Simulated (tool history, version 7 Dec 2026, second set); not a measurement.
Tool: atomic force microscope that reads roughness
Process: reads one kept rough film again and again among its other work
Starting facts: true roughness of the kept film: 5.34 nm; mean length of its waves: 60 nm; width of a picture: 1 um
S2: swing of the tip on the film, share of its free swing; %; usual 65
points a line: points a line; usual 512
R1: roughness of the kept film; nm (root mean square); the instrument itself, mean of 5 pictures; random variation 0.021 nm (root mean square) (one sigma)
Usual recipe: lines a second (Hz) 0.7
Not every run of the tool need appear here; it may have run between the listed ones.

{"run": 1, "hour": 0.0, "lines a second (Hz)": 0.7, "S2": 65, "points a line": 512, "R1": 5.075}
{"run": 2, "hour": 4.8, "lines a second (Hz)": 0.7, "S2": 65, "points a line": 339, "R1": 5.041}
{"run": 3, "hour": 10.8, "lines a second (Hz)": 0.7, "S2": 65, "points a line": 401, "R1": 5.041}
{"run": 4, "hour": 15.8, "lines a second (Hz)": 0.7, "S2": 65, "points a line": 401, "R1": 5.031}
{"run": 5, "hour": 21.2, "lines a second (Hz)": 0.7, "S2": 65, "points a line": 512, "R1": 5.024}
{"run": 6, "hour": 27.6, "lines a second (Hz)": 0.7, "S2": 65, "points a line": 512, "R1": 5.066}
{"run": 7, "hour": 33.4, "lines a second (Hz)": 0.7, "S2": 65, "points a line": 512, "R1": 5.022}
{"run": 8, "hour": 38.3, "lines a second (Hz)": 0.7, "S2": 65, "points a line": 512, "R1": 5.097}
{"run": 9, "hour": 46.5, "lines a second (Hz)": 3.645, "S2": 55, "points a line": 544, "R1": 4.995}
{"run": 10, "hour": 53.6, "lines a second (Hz)": 0.7, "S2": 65, "points a line": 512, "R1": 5.055}
{"run": 11, "hour": 58.5, "lines a second (Hz)": 2.03, "S2": 65, "points a line": 523, "R1": 4.939}
{"run": 12, "hour": 63.3, "lines a second (Hz)": 2.608, "S2": 75, "points a line": 297, "R1": 4.703}

Below are 4 alternative next runs, each starting from the tool's condition after run 12. Predict each:
{"hour": 67.8, "done": "new tip fitted"}
{"run": "A", "hour": 70.7, "lines a second (Hz)": 3.754, "S2": 65, "points a line": 512, "R1": "?"}
{"hour": 67.8, "done": "new tip fitted"}
{"run": "B", "hour": 70.7, "lines a second (Hz)": 1.943, "S2": 67, "points a line": 512, "R1": "?"}
{"hour": 67.8, "done": "new tip fitted"}
{"run": "C", "hour": 70.7, "lines a second (Hz)": 0.753, "S2": 58, "points a line": 314, "R1": "?"}
{"hour": 67.8, "done": "new tip fitted"}
{"run": "D", "hour": 70.7, "lines a second (Hz)": 1.052, "S2": 84, "points a line": 333, "R1": "?"}

run=A R1=4.828
run=B R1=4.942
run=C R1=5.092
run=D R1=4.869
Without the tool's unlogged condition, the same runs would have read:
run=A R1=4.828
run=B R1=4.943
run=C R1=5.092
run=D R1=4.869
